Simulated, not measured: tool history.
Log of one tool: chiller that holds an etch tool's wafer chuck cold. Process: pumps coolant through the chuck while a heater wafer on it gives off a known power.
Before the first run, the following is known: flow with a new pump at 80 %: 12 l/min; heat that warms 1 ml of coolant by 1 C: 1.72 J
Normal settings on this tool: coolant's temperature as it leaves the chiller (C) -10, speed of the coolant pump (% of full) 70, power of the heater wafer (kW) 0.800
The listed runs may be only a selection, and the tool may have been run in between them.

run,hour,coolant's temperature as it leaves the chiller (C),speed of the coolant pump (% of full),power of the heater wafer (kW),chuck's temperature once it has settled (C),how much warmer the coolant comes back (C)
1,0.0,-10,70,0.800,-2.81,2.70
2,34.8,-10,95,0.800,-4.69,1.92
3,58.2,-10,95,0.414,-6.91,0.98
4,76.7,-6,70,0.800,1.19,2.68
5,102.3,-10,79,0.800,-3.40,2.35
6,129.6,-10,93,0.800,-4.58,1.98
7,166.2,-10,93,0.800,-4.65,1.97
8,192.8,-10,93,0.800,-4.66,1.98
9,229.5,-10,93,0.800,-4.40,1.97
10,267.7,-10,93,0.800,-4.51,1.98
11,302.3,-10,93,0.800,-4.42,1.99
12,323.1,-10,93,0.800,-4.46,1.97
13,355.3,-10,93,0.800,-4.32,1.99
14,384.4,-10,70,0.519,-5.02,1.73
15,406.7,-10,79,0.800,-3.54,2.38
16,443.6,-10,79,0.800,-3.52,2.35
17,463.4,-10,79,0.800,-3.53,2.38
18,483.8,-10,70,0.800,-2.79,2.71
19,521.5,-17,98,1.114,-9.81,2.61
20,553.2,-17,98,1.114,-9.92,2.61
21,592.8,-10,70,0.840,-2.41,2.86
22,610.5,-10,70,0.840,-2.42,2.87
23,630.9,-10,70,0.914,-1.73,3.10
24,664.5,-4,70,0.661,2.07,2.25
25,692.5,-4,63,0.661,2.67,2.51
26,715.4,-5,91,1.066,2.41,2.72
27,736.6,-5,91,1.066,2.57,2.72
28,767.4,-11,74,1.104,-1.65,3.52
29,790.1,-10,71,0.533,-4.90,1.77
30,821.3,-18,66,0.588,-12.19,2.13
31,852.0,-18,66,0.588,-12.15,2.16

Forecast each of these 4 alternatives for the next run:
# hour 869.8: chiller's thermometer calibrated
A,875.6,-18,82,0.544,?,?
# hour 869.8: chiller's thermometer calibrated
B,875.6,-20,83,0.737,?,?
# hour 869.8: chiller's thermometer calibrated
C,875.6,-18,70,0.588,?,?
# hour 869.8: chiller's thermometer calibrated
D,875.6,-5,83,0.800,?,?

run,chuck's temperature once it has settled (C),how much warmer the coolant comes back (C)
A,-13.98,1.57
B,-14.85,2.09
C,-12.97,2.00
D,0.79,2.27
With the hidden condition removed and each run's random variation left untouched, the same runs would have given:
run,chuck's temperature once it has settled (C),how much warmer the coolant comes back (C)
A,-14.38,1.55
B,-15.37,2.07
C,-13.46,1.98
D,0.23,2.24
